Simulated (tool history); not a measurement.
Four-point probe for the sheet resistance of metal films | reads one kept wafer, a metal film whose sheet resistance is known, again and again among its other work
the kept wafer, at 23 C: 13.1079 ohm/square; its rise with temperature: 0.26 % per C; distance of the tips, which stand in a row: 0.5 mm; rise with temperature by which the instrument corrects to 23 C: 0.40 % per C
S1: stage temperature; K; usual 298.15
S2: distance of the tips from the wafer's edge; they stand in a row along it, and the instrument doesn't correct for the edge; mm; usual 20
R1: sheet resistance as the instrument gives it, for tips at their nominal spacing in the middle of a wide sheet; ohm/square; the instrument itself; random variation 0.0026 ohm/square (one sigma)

run   hour      S1  S2         R1
  1      0  298.15  20  13.086616
  2   24.8  298.15  20  13.092368
  3   50.2  298.15  14  13.091504
  4   82.1  298.15  14  13.090307
      99.3  -- stage's thermometer calibrated
  5  102.7  298.15  20  13.092213
  6  123.8  298.15  20  13.090779
  7    149  298.15  20  13.084836
  8  191.4  298.15  20   13.09662
  9  211.5  298.15  20  13.088992
     230.8  -- stage's thermometer calibrated, once more
 10  239.2  298.15  20  13.079626
 11  264.2  300.15  20  13.040208
 12  302.5  300.15  20  13.042181
 13  331.5  300.15  20  13.040249
 14    369  300.15  20  13.039964
 15  415.1  300.15  20  13.041513
 16  436.1  298.15  52  13.072867
 17  463.7  298.15  52  13.074771
 18  490.4  298.15  52  13.072815
 19  521.1  301.15   4  13.128374
 20    542  302.15   3  13.196273
 21  564.5  302.15   3  13.196338
 22  601.5  300.15  37  13.035635
 23  621.5  299.15   6  13.101743
 24  640.5  298.15  16  13.071938
 25  679.7  305.15  69  12.945778
 26  712.2  298.15  69  13.069929
 27  738.3  294.15   6  13.189359
 28  767.5  291.15   3  13.391723
 29  813.7  291.15   3  13.389311

3 ways to go on from here, each from the tool as it stands after run 29. What would each give?
  A  835.8  298.15  67   ?
  B  835.8  298.15  37   ?
  C  835.8  293.15   8   ?

run         R1
  A  13.069162
  B  13.072577
  C  13.189438
Without the tool's hidden state the same runs would have given:
run         R1
  A  13.072962
  B  13.076379
  C   13.19327
